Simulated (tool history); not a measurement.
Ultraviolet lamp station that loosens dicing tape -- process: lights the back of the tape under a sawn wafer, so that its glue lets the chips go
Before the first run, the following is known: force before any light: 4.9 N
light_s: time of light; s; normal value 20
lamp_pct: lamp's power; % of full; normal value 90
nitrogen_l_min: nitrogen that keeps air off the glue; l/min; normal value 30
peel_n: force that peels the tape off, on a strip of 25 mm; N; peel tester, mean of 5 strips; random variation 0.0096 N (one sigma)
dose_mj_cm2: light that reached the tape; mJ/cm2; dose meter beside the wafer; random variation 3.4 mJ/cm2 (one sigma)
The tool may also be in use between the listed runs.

run	hour	light_s	lamp_pct	nitrogen_l_min	peel_n	dose_mj_cm2
1	0	20	90	30	0.479	500
2	5.7	20	90	30	0.466	502
3	11	20	90	30	0.484	498
4	17.2	20	90	30	0.472	502
5	26	20	66	30	0.816	363
6	34.6	22	90	30	0.427	535
7	39.3	22	90	30	0.423	542
8	46.3	19	90	30	0.535	463
9	54.9	19	90	30	0.536	461
10	61.2	19	90	30	0.543	462
11	64.9	20	79	30	0.595	425
12	68.6	20	90	30	0.513	482
13	75.7	21	80	14	0.889	453
14	80.5	21	80	14	0.915	448
# hour 81.6: window cleaned of glue's vapour
15	87.8	20	90	57	0.407	445
16	94	24	61	15	1.129	359
17	102.8	24	61	15	1.196	353
18	111.7	24	61	15	1.205	360
19	120.2	20	67	28	0.961	327
20	126.8	20	90	39	0.513	433
21	132	20	83	12	1.178	399
# hour 133.1: window cleaned of glue's vapour, once more
22	136.7	20	83	12	0.869	493
23	142.5	13	83	10	1.649	319

Branching from run 23: 3 alternative next runs. What would each branch give?
A	150.1	20	95	30	?	?
B	150.1	30	96	10	?	?
C	150.1	20	73	30	?	?

run	peel_n	dose_mj_cm2
A	0.42	559
B	0.427	841
C	0.636	426
Without the tool's hidden state the same runs would have given:
run	peel_n	dose_mj_cm2
A	0.386	595
B	0.391	896
C	0.578	453
